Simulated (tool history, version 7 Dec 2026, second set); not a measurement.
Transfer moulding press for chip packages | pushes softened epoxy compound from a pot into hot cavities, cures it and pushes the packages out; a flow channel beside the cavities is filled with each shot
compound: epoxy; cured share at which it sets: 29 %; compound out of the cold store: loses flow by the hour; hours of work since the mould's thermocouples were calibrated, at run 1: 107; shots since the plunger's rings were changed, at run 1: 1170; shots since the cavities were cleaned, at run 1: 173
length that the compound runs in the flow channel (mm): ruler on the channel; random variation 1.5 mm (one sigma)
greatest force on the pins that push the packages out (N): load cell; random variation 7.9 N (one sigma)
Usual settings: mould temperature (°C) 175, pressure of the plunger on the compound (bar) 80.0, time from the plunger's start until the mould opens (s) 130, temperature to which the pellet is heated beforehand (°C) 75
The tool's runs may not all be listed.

run   hour  mould temperature (°C)  pressure of the plunger on the compound (bar)  time from the plunger's start until the mould opens (s)  temperature to which the pellet is heated beforehand (°C)  hours of work since the mould's thermocouples were calibrated  shots since the plunger's rings were changed  shots since the cavities were cleaned  incoming compound's hours out of the cold store  length that the compound runs in the flow channel (mm)  greatest force on the pins that push the packages out (N)
  1    0.0                     175                                           80.0                                                      130                                                         75                                                            107                                          1170                                    173                                             16.6                                                     603                                                        515
  2   17.2                     175                                           80.0                                                      130                                                         75                                                            114                                          1272                                    275                                             13.4                                                     615                                                        559
  3   32.2                     175                                           80.0                                                      130                                                         75                                                            120                                          1362                                    365                                             43.2                                                     518                                                        566
  4   46.8                     175                                           80.0                                                      142                                                         75                                                            126                                          1449                                    452                                             14.7                                                     610                                                        572
  5   58.8                     175                                           80.0                                                      130                                                         75                                                            131                                          1521                                    524                                             10.2                                                     625                                                        598
      70.6  -- cavities cleaned with cleaning compound and waxed
  6   70.6                     175                                           80.0                                                      130                                                         75                                                            135                                          1583                                      0                                             19.9                                                     593                                                        360
  7   84.7                     175                                           80.0                                                      130                                                         75                                                            141                                          1667                                     84                                             39.4                                                     527                                                        415
  8   96.6                     175                                           80.0                                                      130                                                         75                                                            146                                          1738                                    155                                             24.6                                                     575                                                        478
  9  109.1                     175                                           80.0                                                      130                                                         75                                                            151                                          1813                                    230                                             36.2                                                     537                                                        504
 10  124.5                     175                                           80.0                                                      130                                                         75                                                            157                                          1905                                    322                                             36.7                                                     534                                                        546
 11  136.2                     175                                           80.0                                                      130                                                         75                                                            162                                          1975                                    392                                             28.0                                                     563                                                        561
 12  151.4                     175                                           80.0                                                      130                                                         75                                                            169                                          2066                                    483                                             24.1                                                     574                                                        607
 13  163.6                     175                                           80.0                                                      130                                                         75                                                            174                                          2139                                    556                                             10.2                                                     624                                                        628
     170.5  -- cavities cleaned with cleaning compound and waxed
 14  177.4                     175                                           80.0                                                      130                                                         75                                                            179                                          2213                                     42                                             36.3                                                     535                                                        376
 15  190.7                     170                                           74.0                                                      160                                                         72                                                            184                                          2292                                    121                                             27.1                                                     555                                                        453
 16  199.6                     170                                           92.7                                                      160                                                         72                                                            188                                          2345                                    174                                             26.3                                                     624                                                        482
 17  209.6                     171                                           92.7                                                      112                                                         72                                                            192                                          2405                                    234                                             10.4                                                     684                                                        786
 18  221.9                     170                                           76.4                                                      130                                                         75                                                            197                                          2479                                    308                                             23.6                                                     577                                                        663
     230.1  -- plunger's sealing rings changed
 19  236.0                     182                                           80.0                                                      130                                                         80                                                            202                                            35                                    377                                             23.0                                                     568                                                        530
 20  250.0                     169                                           80.0                                                      126                                                         83                                                            208                                           118                                    460                                             19.3                                                     625                                                        824
 21  261.5                     175                                           80.0                                                      151                                                         66                                                            212                                           188                                    530                                             14.0                                                     621                                                        572
     272.7  -- cavities cleaned with cleaning compound and waxed
 22  272.7                     175                                           87.8                                                      151                                                         78                                                            216                                           245                                      0                                             32.8                                                     581                                                        326
 23  283.9                     175                                           87.8                                                      151                                                         78                                                            221                                           313                                     68                                             29.9                                                     593                                                        400
 24  291.3                     182                                           62.1                                                      118                                                         75                                                            224                                           357                                    112                                             40.4                                                     451                                                        423
 25  303.8                     182                                           62.1                                                      118                                                         75                                                            229                                           431                                    186                                             21.0                                                     503                                                        478

Run 26 comes next. What will it give?
 26  316.5                     176                                           75.9                                                      135                                                         75                                                            234                                           508                                    263                                             18.1                                                       ?                                                          ?

Run 26 gave length that the compound runs in the flow channel (mm) 586, greatest force on the pins that push the packages out (N) 536.
Without the tool's hidden state the same run would have given length that the compound runs in the flow channel (mm) 590, greatest force on the pins that push the packages out (N) 347.
